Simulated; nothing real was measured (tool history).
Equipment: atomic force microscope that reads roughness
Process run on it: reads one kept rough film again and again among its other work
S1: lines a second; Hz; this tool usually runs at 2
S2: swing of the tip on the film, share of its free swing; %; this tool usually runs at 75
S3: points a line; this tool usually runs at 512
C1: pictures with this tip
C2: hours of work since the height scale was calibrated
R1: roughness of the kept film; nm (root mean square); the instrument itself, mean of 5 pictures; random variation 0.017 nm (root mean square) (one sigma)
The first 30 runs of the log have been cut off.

run	hour	S1	S2	S3	C1	C2	R1
31	218.6	1.17	61	666	86	26	3.704
32	228.3	1.17	61	666	100	33	3.622
33	234.1	1.47	85	452	108	37	3.218
34	238.7	2.15	75	512	115	40	3.223
35	245.9	2.11	75	476	125	45	3.159
36	251.3	2	87	457	133	49	2.898
37	261.4	2	87	457	148	56	2.813
38	266.9	2.72	78	299	156	60	2.825
39	275.6	0.57	83	299	169	66	3.122

What if the next run were any one of these 4? Each begins from the tool's condition after run 39:
A	283.8	0.67	79	499	181	72	?
B	283.8	0.73	59	299	181	72	?
C	283.8	2	75	509	181	72	?
D	283.8	2.54	83	299	181	72	?

run	R1
A	3.107
B	3.176
C	2.887
D	2.64
What these runs would have given with no unlogged condition in the tool:
run	R1
A	4.409
B	4.505
C	4.098
D	3.749
